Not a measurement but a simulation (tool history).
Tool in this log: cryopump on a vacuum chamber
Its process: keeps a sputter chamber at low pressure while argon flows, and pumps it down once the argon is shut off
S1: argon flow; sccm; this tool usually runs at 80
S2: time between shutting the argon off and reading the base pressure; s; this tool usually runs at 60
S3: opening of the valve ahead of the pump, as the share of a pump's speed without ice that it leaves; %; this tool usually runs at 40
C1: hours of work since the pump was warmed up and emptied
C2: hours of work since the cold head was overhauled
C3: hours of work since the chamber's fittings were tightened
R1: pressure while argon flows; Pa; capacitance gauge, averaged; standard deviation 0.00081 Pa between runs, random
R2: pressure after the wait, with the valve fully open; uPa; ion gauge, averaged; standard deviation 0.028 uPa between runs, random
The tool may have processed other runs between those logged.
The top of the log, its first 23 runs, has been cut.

run    hour  S1   S2  S3    C1    C2    C3      R1    R2
 24  1164.7  80   33  40   846   846  1954  0.1751  3.09
 25  1213.4  58  170  36   870   870  1978   0.141  1.41
 26  1259.7  58  116  30   893   893  2000  0.1671  1.61
 27  1289.1  46  255  38   907   907  2015  0.1062  1.25
 28  1336.8  36  213  38   931   931  2038  0.0848  1.35
 29  1391.7  66   75  27   958   958  2065    0.21     2
 30  1436.1  64  117  42   979   979  2087  0.1369  1.68
 31  1493.7  80  227  18  1008  1008  2116  0.3745  1.41
 32  1527.2  92  227  15  1024  1024  2132  0.5144  1.39
 33  1567.7  78   37  19  1044  1044  2152  0.3472  2.97
 34    1611  78   37  19  1066  1066  2173  0.3482  3.04
 35  1678.9  35  193  24  1099  1099  2207  0.1261  1.46

3 ways to go on from here, each from the tool as it stands after run 35. What would each give?
     1706.4  -- pump warmed up, emptied and cooled again
  A  1740.9  101  193  33  17  1127  2235   ?   ?
     1706.4  -- pump warmed up, emptied and cooled again
  B  1740.9   53   58  24  17  1127  2235   ?   ?
     1706.4  -- pump warmed up, emptied and cooled again
  C  1740.9   80   60  58  17  1127  2235   ?   ?

run      R1    R2
  A  0.2434   1.2
  B  0.1759  2.05
  C  0.1107  2.02
Without the tool's unlogged condition, the same runs would have read:
run      R1    R2
  A  0.2426  0.51
  B  0.1755  1.33
  C    0.11  1.31
